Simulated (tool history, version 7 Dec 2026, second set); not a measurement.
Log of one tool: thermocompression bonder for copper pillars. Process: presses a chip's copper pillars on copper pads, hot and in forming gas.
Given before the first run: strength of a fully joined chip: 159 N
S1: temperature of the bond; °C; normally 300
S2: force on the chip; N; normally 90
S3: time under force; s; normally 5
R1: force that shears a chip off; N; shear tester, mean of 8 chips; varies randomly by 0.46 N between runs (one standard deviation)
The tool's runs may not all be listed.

Run 1, hour 0.0: usual settings. Result: R1 71.5 N.
Run 2, hour 29.5: usual settings. Result: R1 71.5 N.
Run 3, hour 55.4: usual settings but S1 317 °C. Result: R1 81.3 N.
At hour 102.9: forming gas filter changed.
Run 4, hour 104.6: usual settings but S1 317 °C. Result: R1 83.3 N.
Run 5, hour 141.7: usual settings but S1 317 °C. Result: R1 82.8 N.
Run 6, hour 187.6: usual settings. Result: R1 72.8 N.
Run 7, hour 214.1: usual settings but S3 3 s. Result: R1 59.7 N.
Run 8, hour 264.6: usual settings but S2 121 N. Result: R1 91.7 N.
At hour 270.4: heater calibrated with a thermocouple chip.
Run 9, hour 305.2: usual settings but S2 121 N. Result: R1 90.1 N.
At hour 345.4: heater calibrated with a thermocouple chip, once more.
Run 10, hour 357.4: usual settings but S2 55 N. Result: R1 46.7 N.
Run 11, hour 380.7: usual settings but S2 55 N. Result: R1 46.4 N.
Run 12, hour 406.7: usual settings but S1 307 °C, S2 88 N. Result: R1 76.9 N.
Run 13, hour 446.4: usual settings but S1 307 °C, S2 68 N, S3 13 s. Result: R1 85.2 N.
Run 14, hour 473.7: usual settings but S1 306 °C, S2 76 N. Result: R1 66.8 N.
Run 15, hour 496.6: usual settings but S1 306 °C, S2 128 N. Result: R1 101.5 N.
Run 16, hour 545.1: usual settings but S1 313 °C, S2 106 N, S3 3 s. Result: R1 78.9 N.
At hour 553.0: forming gas filter changed.
Run 17, hour 597.4: usual settings but S2 105 N, S3 3 s. Result: R1 71.0 N.
Run 18, hour 646.6: usual settings but S2 105 N, S3 3 s. Result: R1 71.5 N.
Run 19, hour 693.3: usual settings but S1 322 °C, S2 88 N, S3 8 s. Result: R1 99.6 N.
Run 20, hour 718.0: usual settings but S1 307 °C, S2 120 N, S3 3 s. Result: R1 83.7 N.
Run 21, hour 760.6: usual settings but S1 287 °C, S2 120 N, S3 13 s. Result: R1 111.4 N.

What if the next run were any one of these 3? Each begins from the tool's condition after run 21:
Run A, hour 783.0: usual settings but S1 287 °C, S2 120 N, S3 3 s. Result: R1 ?.
Run B, hour 783.0: usual settings but S1 328 °C, S2 119 N, S3 7 s. Result: R1 ?.
Run C, hour 783.0: usual settings but S1 285 °C. Result: R1 ?.

run     R1
  A   70.5
  B  120.4
  C   65.2
With no hidden state in the tool, these same runs would have given:
run     R1
  A   70.7
  B  121.1
  C   65.4
